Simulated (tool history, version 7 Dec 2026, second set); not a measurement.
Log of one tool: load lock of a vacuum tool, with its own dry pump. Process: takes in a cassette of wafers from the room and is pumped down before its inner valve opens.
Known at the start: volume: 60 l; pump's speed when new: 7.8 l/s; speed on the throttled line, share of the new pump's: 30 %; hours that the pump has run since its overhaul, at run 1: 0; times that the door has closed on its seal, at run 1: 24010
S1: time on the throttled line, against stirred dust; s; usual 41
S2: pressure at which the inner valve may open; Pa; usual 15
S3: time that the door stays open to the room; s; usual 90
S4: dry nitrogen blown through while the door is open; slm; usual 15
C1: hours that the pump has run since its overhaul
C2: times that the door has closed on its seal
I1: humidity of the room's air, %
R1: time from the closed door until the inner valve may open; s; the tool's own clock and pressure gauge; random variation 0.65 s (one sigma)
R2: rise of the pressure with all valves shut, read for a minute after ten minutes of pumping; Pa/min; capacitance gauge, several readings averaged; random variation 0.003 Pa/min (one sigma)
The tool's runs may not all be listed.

run	hour	S1	S2	S3	S4	C1	C2	I1	R1	R2
1	0.0	41	15	90	15	0	24010	43.7	96.7	0.121
2	586.4	41	15	90	15	586	25186	44.3	97.5	0.127
3	1194.8	41	15	90	15	1195	26407	44.6	97.2	0.134
4	1521.6	41	15	90	15	1522	27063	44.2	98.9	0.134
5	2030.5	24	15	90	15	2031	28085	44.9	88.4	0.136
6	2655.3	24	15	90	15	2655	29338	43.5	88.2	0.151
7	3199.0	24	15	90	15	3199	30430	45.9	88.7	0.157
8	3695.3	24	15	90	15	3695	31426	42.9	88.6	0.150
9	4192.7	41	15	90	15	4193	32424	43.0	101.0	0.165
10	4587.5	41	15	90	15	4587	33216	46.0	102.3	0.165
11	5163.3	41	15	90	15	5163	34372	46.3	103.8	0.179
12	5658.1	41	15	90	15	5658	35365	42.5	102.5	0.183
13	6204.1	41	15	90	15	6204	36461	44.7	103.1	0.185
14	6610.7	41	15	38	15	6611	37277	47.0	104.0	0.187
15	6923.8	41	15	210	15	6924	37905	45.7	104.0	0.213
16	7415.5	30	20	31	45	7416	38892	41.2	95.6	0.177
17	8045.1	30	20	31	45	8045	40155	45.4	95.8	0.187
18	8457.3	30	20	31	45	8457	40983	44.0	96.7	0.194
19	9008.8	30	20	31	45	9009	42089	44.4	96.5	0.199
20	9462.0	47	19	137	11	9462	42999	43.1	108.2	0.243
21	10018.2	67	11	46	15	10018	44115	44.0	127.3	0.225
22	10546.0	41	15	36	15	10546	45174	47.0	107.6	0.235
23	10819.7	41	19	90	15	10820	45724	44.8	105.0	0.251
24	11445.0	41	15	173	35	11445	46979	46.3	110.0	0.260
25	11766.5	44	16	69	32	11766	47624	48.8	110.5	0.253
26	12382.8	44	16	69	32	12383	48861	47.7	112.3	0.264
27	12977.4	44	16	69	32	12977	50054	42.3	112.6	0.266
28	13562.6	29	16	69	22	13563	51228	46.2	103.9	0.291
29	14152.3	40	15	90	15	14152	52412	43.7	113.6	0.301

Forecast each of these 3 alternatives for the next run:
A	14593.4	40	15	90	17	14593	53297	48.6	?	?
B	14593.4	75	27	71	15	14593	53297	46.6	?	?
C	14593.4	50	15	90	35	14593	53297	43.3	?	?

run	R1	R2
A	114.3	0.311
B	128.4	0.311
C	119.9	0.302
Without the tool's hidden state the same runs would have given:
run	R1	R2
A	96.6	0.044
B	115.6	0.045
C	103.4	0.034
